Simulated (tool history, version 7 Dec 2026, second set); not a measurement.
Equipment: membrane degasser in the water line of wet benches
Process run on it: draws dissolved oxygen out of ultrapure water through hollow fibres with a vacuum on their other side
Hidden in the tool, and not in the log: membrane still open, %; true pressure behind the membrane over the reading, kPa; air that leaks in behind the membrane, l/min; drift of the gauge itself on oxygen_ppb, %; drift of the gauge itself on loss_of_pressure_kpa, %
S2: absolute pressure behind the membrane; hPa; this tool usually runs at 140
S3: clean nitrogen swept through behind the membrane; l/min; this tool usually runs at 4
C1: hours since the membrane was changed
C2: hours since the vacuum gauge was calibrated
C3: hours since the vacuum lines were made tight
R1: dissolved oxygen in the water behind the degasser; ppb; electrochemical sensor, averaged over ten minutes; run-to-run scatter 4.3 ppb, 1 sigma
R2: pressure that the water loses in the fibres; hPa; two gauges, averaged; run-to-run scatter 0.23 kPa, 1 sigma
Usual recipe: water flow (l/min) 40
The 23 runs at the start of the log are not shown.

run 24 hour=1111.3 | water_flow_(l/min)=36 S2=155 S3=2.16 | C1=3788 C2=85 C3=2087 | R1=576.6 R2=513.8
run 25 hour=1148.9 | water_flow_(l/min)=36 S2=155 S3=2.16 | C1=3826 C2=122 C3=2124 | R1=573.9 R2=515.8
run 26 hour=1180.6 | water_flow_(l/min)=59 S2=130 S3=5.42 | C1=3858 C2=154 C3=2156 | R1=789.8 R2=846
run 27 hour=1243.6 | water_flow_(l/min)=40 S2=140 S3=2.15 | C1=3921 C2=217 C3=2219 | R1=625.8 R2=573.9
run 28 hour=1271.9 | water_flow_(l/min)=24 S2=140 S3=4.17 | C1=3949 C2=245 C3=2247 | R1=179.2 R2=343
run 29 hour=1336.1 | water_flow_(l/min)=24 S2=140 S3=4.17 | C1=4013 C2=309 C3=2311 | R1=178.7 R2=343.4
run 30 hour=1368.7 | water_flow_(l/min)=38 S2=140 S3=4.17 | C1=4046 C2=342 C3=2344 | R1=400.3 R2=543.7
run 31 hour=1421.2 | water_flow_(l/min)=25 S2=202 S3=9.43 | C1=4098 C2=394 C3=2396 | R1=149.2 R2=356.9
run 32 hour=1460.9 | water_flow_(l/min)=25 S2=202 S3=9.43 | C1=4138 C2=434 C3=2436 | R1=150.3 R2=357.9

Alternative continuations, all from the tool just after run 32; predict every row:
run A hour=1518.1 | water_flow_(l/min)=25 S2=202 S3=3.23 | C1=4195 C2=491 C3=2493 | R1=? R2=?
run B hour=1518.1 | water_flow_(l/min)=43 S2=212 S3=9.43 | C1=4195 C2=491 C3=2493 | R1=? R2=?
run C hour=1518.1 | water_flow_(l/min)=25 S2=202 S3=5.15 | C1=4195 C2=491 C3=2493 | R1=? R2=?
run D hour=1518.1 | water_flow_(l/min)=40 S2=176 S3=2.21 | C1=4195 C2=491 C3=2493 | R1=? R2=?

run=A R1=342.3 R2=357.2
run=B R1=443.2 R2=614.6
run=C R1=233.6 R2=357.2
run=D R1=738.1 R2=573.2
Stripped of hidden state, with their random variation kept, the same runs would have yielded:
run=A R1=336.7 R2=350.8
run=B R1=427.2 R2=603.5
run=C R1=228.7 R2=350.8
run=D R1=724.5 R2=562.9
